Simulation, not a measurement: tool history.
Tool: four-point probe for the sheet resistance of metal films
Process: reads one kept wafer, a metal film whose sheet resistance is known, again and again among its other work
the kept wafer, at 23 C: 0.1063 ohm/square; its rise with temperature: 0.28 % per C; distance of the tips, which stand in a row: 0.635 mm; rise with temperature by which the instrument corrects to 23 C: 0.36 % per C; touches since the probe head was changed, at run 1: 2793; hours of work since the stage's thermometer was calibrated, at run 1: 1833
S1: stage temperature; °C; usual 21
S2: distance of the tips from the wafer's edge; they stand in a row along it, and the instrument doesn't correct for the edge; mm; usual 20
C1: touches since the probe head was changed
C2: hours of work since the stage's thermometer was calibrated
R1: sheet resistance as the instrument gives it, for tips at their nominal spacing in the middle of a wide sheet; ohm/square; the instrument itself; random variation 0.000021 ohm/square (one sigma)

run,hour,S1,S2,C1,C2,R1
1,0.0,21,20,2793,1833,0.106613
2,12.8,21,20,3031,1839,0.106621
3,25.2,21,20,3262,1845,0.106596
4,36.7,21,20,3476,1850,0.106649
5,53.9,21,20,3796,1857,0.106606
6,61.9,21,20,3944,1861,0.106636
7,73.0,21,20,4150,1866,0.106646
8,89.7,22,20,4460,1874,0.106526
9,97.9,26,20,4614,1877,0.106135
10,107.6,19,20,4793,1882,0.106734
11,120.9,35,20,5041,1888,0.105351
12,136.5,35,20,5331,1895,0.105397
13,149.5,20,20,5573,1900,0.106666
14,158.9,21,20,5747,1905,0.106587
15,172.5,21,20,6001,1911,0.106621
16,184.3,21,20,6220,1916,0.106575
17,202.5,20,20,6558,1924,0.106702
18,213.7,18,64,6767,1929,0.106840
19,227.8,18,64,7029,1936,0.106815
20,244.8,18,64,7345,1943,0.106818
21,255.4,21,8,7542,1948,0.106893
22,273.6,23,7,7879,1956,0.106788
23,281.7,19,23,8031,1960,0.106787
24,294.5,19,23,8268,1966,0.106771
25,311.1,23,11,8578,1973,0.106539
26,329.4,23,11,8917,1981,0.106522
27,345.7,18,6,9221,1989,0.107416
28,354.7,32,10,9389,1993,0.105792
29,373.0,21,8,9727,2001,0.106879
30,381.4,29,68,9885,2005,0.105795
31,399.8,18,5,10227,2013,0.107723
32,411.7,30,8,10448,2018,0.106089
33,428.3,26,20,10756,2026,0.106148
34,445.2,26,20,11071,2033,0.106108

Hidden state or all else? Some run-to-run changes of R1, split into what the settings, what came in and random variation would give without the hidden state, and what is left for the hidden state (with any gauge scatter that isn't in both results):
The hidden state here: inner tips' distance over the nominal, %; tips' flats over new ones', %; wafer's true temperature over the reading, C; drift of the gauge itself on sheet_ohm, %.
Run 12 -> 13: S1 35 -> 20. R1 +0.001269 ohm/square: hidden state -0.000006, all else +0.001275.
Run 27 -> 28: S1 18 -> 32, S2 6 -> 10. R1 -0.001624 ohm/square: hidden state +0.000004, all else -0.001628.
Run 28 -> 29: S1 32 -> 21, S2 10 -> 8. R1 +0.001087 ohm/square: hidden state -0.000006, all else +0.001093.
Run 30 -> 31: S1 29 -> 18, S2 68 -> 5. R1 +0.001928 ohm/square: hidden state -0.000005, all else +0.001933.
Run 31 -> 32: S1 18 -> 30, S2 5 -> 8. R1 -0.001634 ohm/square: hidden state +0.000003, all else -0.001637.
